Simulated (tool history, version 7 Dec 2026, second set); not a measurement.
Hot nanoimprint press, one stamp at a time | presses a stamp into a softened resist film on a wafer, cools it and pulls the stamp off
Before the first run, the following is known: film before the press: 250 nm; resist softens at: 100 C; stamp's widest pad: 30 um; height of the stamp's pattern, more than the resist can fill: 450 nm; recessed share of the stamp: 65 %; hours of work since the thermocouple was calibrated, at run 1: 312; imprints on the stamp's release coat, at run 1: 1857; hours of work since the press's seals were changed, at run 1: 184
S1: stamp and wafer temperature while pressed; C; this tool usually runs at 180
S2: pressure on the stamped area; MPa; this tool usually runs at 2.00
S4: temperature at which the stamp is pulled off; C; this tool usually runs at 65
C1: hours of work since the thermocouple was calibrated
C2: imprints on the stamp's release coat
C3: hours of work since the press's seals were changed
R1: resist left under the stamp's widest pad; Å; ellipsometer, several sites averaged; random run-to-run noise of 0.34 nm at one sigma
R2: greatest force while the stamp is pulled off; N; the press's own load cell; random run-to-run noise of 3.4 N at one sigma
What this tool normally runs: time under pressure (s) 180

run 1 day=0.000 | S1=180 S2=2.00 time_under_pressure_(s)=180 S4=65 | C1=312 C2=1857 C3=184 | R1=1272 R2=227
run 2 day=2.867 | S1=180 S2=2.00 time_under_pressure_(s)=180 S4=65 | C1=346 C2=2042 C3=219 | R1=1266 R2=236
-- day=4.483 stamp cleaned and given a new release coat
run 3 day=6.417 | S1=180 S2=2.00 time_under_pressure_(s)=180 S4=65 | C1=386 C2=125 C3=259 | R1=1265 R2=224
run 4 day=7.921 | S1=180 S2=2.00 time_under_pressure_(s)=180 S4=65 | C1=405 C2=222 C3=277 | R1=1258 R2=227
run 5 day=11.058 | S1=180 S2=2.00 time_under_pressure_(s)=180 S4=65 | C1=443 C2=424 C3=315 | R1=1264 R2=229
-- day=11.467 plate thermocouple calibrated
run 6 day=13.708 | S1=180 S2=2.00 time_under_pressure_(s)=280 S4=65 | C1=27 C2=587 C3=346 | R1=1096 R2=233
run 7 day=16.821 | S1=180 S2=2.00 time_under_pressure_(s)=280 S4=65 | C1=65 C2=788 C3=384 | R1=1091 R2=229
run 8 day=20.112 | S1=174 S2=2.00 time_under_pressure_(s)=319 S4=65 | C1=105 C2=1001 C3=423 | R1=1321 R2=225
run 9 day=22.292 | S1=174 S2=2.00 time_under_pressure_(s)=319 S4=65 | C1=131 C2=1141 C3=450 | R1=1317 R2=226
run 10 day=25.629 | S1=174 S2=2.00 time_under_pressure_(s)=319 S4=65 | C1=172 C2=1357 C3=490 | R1=1319 R2=225
run 11 day=28.338 | S1=180 S2=1.38 time_under_pressure_(s)=329 S4=55 | C1=204 C2=1532 C3=523 | R1=1263 R2=266
run 12 day=30.104 | S1=192 S2=2.45 time_under_pressure_(s)=338 S4=62 | C1=226 C2=1645 C3=545 | R1=571 R2=236
run 13 day=31.471 | S1=170 S2=1.71 time_under_pressure_(s)=180 S4=57 | C1=242 C2=1734 C3=561 | R1=1858 R2=259

Each row is a separate what-if for the run after 13, all from the same tool condition, not one after another. Results?
run A day=33.675 | S1=170 S2=1.71 time_under_pressure_(s)=164 S4=57 | C1=269 C2=1876 C3=588 | R1=? R2=?
run B day=33.675 | S1=170 S2=1.71 time_under_pressure_(s)=180 S4=51 | C1=269 C2=1876 C3=588 | R1=? R2=?
run C day=33.675 | S1=170 S2=1.71 time_under_pressure_(s)=180 S4=64 | C1=269 C2=1876 C3=588 | R1=? R2=?
run D day=33.675 | S1=180 S2=1.85 time_under_pressure_(s)=180 S4=65 | C1=269 C2=1876 C3=588 | R1=? R2=?

run=A R1=1889 R2=257
run=B R1=1863 R2=282
run=C R1=1856 R2=235
run=D R1=1296 R2=229
With the hidden condition removed and each run's random variation left untouched, the same runs would have given:
run=A R1=1919 R2=256
run=B R1=1892 R2=281
run=C R1=1885 R2=233
run=D R1=1316 R2=228

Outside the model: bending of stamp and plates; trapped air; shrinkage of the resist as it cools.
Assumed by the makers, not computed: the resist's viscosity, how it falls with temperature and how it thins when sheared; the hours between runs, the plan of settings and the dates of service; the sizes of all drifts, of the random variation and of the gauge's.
